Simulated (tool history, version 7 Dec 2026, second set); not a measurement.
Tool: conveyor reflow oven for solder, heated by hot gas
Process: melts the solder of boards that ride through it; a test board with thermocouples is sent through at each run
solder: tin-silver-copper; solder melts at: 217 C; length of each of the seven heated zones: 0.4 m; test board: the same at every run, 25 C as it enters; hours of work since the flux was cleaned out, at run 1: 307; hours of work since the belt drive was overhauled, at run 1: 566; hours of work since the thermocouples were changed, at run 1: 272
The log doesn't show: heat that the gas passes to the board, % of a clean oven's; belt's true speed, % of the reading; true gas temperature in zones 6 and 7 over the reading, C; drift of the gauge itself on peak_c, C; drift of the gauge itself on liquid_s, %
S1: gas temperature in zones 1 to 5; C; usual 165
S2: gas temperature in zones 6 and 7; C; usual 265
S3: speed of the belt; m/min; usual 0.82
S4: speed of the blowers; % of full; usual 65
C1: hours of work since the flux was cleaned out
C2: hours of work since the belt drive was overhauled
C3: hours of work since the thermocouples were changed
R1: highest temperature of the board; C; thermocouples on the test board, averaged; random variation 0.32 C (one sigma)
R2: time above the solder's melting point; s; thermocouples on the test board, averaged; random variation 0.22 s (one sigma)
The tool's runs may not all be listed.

run,hour,S1,S2,S3,S4,C1,C2,C3,R1,R2
1,0,165,265,0.82,65,307,566,272,246.5,37.9
2,11.8,152,265,0.82,65,313,573,279,243.8,33.1
3,25.8,152,265,0.82,52,321,581,287,239.6,29.2
4,35.2,165,265,0.82,61,327,587,292,245.7,37
5,47.6,174,265,0.82,61,334,594,299,247.4,40.1
6,62.9,165,265,0.902,65,343,602,308,242.3,31.2
7,69.3,165,265,0.82,65,346,606,312,246.3,37.8
8,84.1,165,265,0.882,65,355,615,320,243.2,32.8
9,95,165,265,0.882,67,361,621,327,244,33.1
10,102.7,165,265,0.882,67,366,625,331,243.6,33.1
# hour 113.4: flux residue cleaned out of gas plates and filters
11,114.4,165,265,0.882,67,1,629,335,246.1,35.5
12,122.1,165,265,0.882,67,5,634,339,246.5,35.2
13,128.7,165,265,0.82,65,9,637,343,248.9,40
14,143.4,165,265,0.82,65,17,646,351,248.3,39.9
15,150.6,150,268,0.798,54,21,650,356,245.8,34.6
16,158,179,265,0.82,68,26,654,360,252,45.3
17,164.1,165,265,0.82,51,29,658,363,244.6,36
18,175.4,165,265,0.82,51,36,664,370,244.6,35.6
19,190.4,165,269,0.915,51,44,673,379,242.7,30.5
20,205.6,165,269,0.915,51,53,681,387,243.5,30.3
21,214,179,273,0.808,56,58,686,392,255.7,48.1
22,225.9,179,273,0.808,56,65,693,399,255.6,47.7
23,238.8,153,255,0.704,68,72,701,406,243.4,41.1
24,250,156,273,0.731,54,78,707,413,254.5,45.7
25,260.4,156,273,0.731,54,84,713,419,254.8,45.9
26,273.2,176,275,0.817,58,92,720,426,257,47.2
27,286.6,176,275,0.817,58,99,728,434,257.2,46.8

How the hidden state differs across the entries between the runs, from the last listed run before each to the first after it:
Between runs 10 and 11: flux residue cleaned out of gas plates and filters (hour 113.4)
  heat that the gas passes to the board, % of a clean oven's: 91 -> 99; true gas temperature in zones 6 and 7 over the reading, C: 0.97 -> 0.98
  measured less the result without the state, R1: -1.4 -> +1.1 C; R2: -0.9 -> +1.2 s
